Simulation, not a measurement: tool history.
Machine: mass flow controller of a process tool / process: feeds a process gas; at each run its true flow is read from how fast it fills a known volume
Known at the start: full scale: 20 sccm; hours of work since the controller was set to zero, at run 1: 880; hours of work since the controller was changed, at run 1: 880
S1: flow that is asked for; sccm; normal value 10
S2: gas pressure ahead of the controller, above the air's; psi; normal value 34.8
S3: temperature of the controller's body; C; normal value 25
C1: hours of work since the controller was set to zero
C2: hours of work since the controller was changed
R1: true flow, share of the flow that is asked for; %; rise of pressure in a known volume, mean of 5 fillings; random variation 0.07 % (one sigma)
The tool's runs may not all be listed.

| run | hour | S1 | S2 | S3 | C1 | C2 | R1 |
|---|---|---|---|---|---|---|---|
| 1 | 0.0 | 10 | 34.8 | 25 | 880 | 880 | 97.64 |
| 2 | 90.4 | 10 | 22.9 | 25 | 941 | 941 | 97.51 |
| 3 | 194.1 | 10 | 22.9 | 25 | 1012 | 1012 | 97.41 |
| 4 | 346.1 | 10 | 22.9 | 25 | 1115 | 1115 | 97.46 |
|  | 359.9 | controller's zero set anew |
| 5 | 412.3 | 10 | 22.9 | 25 | 35 | 1159 | 97.24 |
| 6 | 517.5 | 10 | 34.8 | 25 | 107 | 1230 | 97.34 |
| 7 | 603.7 | 10 | 34.8 | 25 | 165 | 1289 | 97.23 |
|  | 664.2 | controller's zero set anew, once more |
| 8 | 756.6 | 10 | 34.8 | 22 | 63 | 1392 | 98.05 |
| 9 | 843.4 | 10 | 34.8 | 22 | 121 | 1451 | 97.83 |
| 10 | 919.3 | 10 | 34.8 | 34 | 173 | 1502 | 96.98 |
| 11 | 1042.7 | 4 | 20.9 | 25 | 256 | 1585 | 96.24 |
| 12 | 1115.9 | 4 | 27.0 | 23 | 306 | 1635 | 96.35 |
| 13 | 1251.5 | 11 | 37.1 | 23 | 398 | 1727 | 97.94 |
| 14 | 1313.6 | 13 | 25.8 | 25 | 440 | 1769 | 97.92 |
| 15 | 1385.6 | 4 | 34.8 | 24 | 488 | 1818 | 96.21 |

Alternative continuations, all from the tool just after run 15; predict every row:
| A | 1457.2 | 12 | 25.7 | 24 | 537 | 1866 | ? |
| B | 1457.2 | 7 | 32.1 | 32 | 537 | 1866 | ? |
| C | 1457.2 | 16 | 32.3 | 24 | 537 | 1866 | ? |
| D | 1457.2 | 4 | 22.5 | 28 | 537 | 1866 | ? |
| E | 1457.2 | 4 | 31.0 | 24 | 537 | 1866 | ? |

| run | R1 |
|---|---|
| A | 97.84 |
| B | 96.17 |
| C | 98.46 |
| D | 95.68 |
| E | 96.08 |
Take away the tool's hidden state, keep each run's random variation, and the runs would have read:
| run | R1 |
|---|---|
| A | 98.82 |
| B | 97.31 |
| C | 99.39 |
| D | 97.08 |
| E | 97.48 |
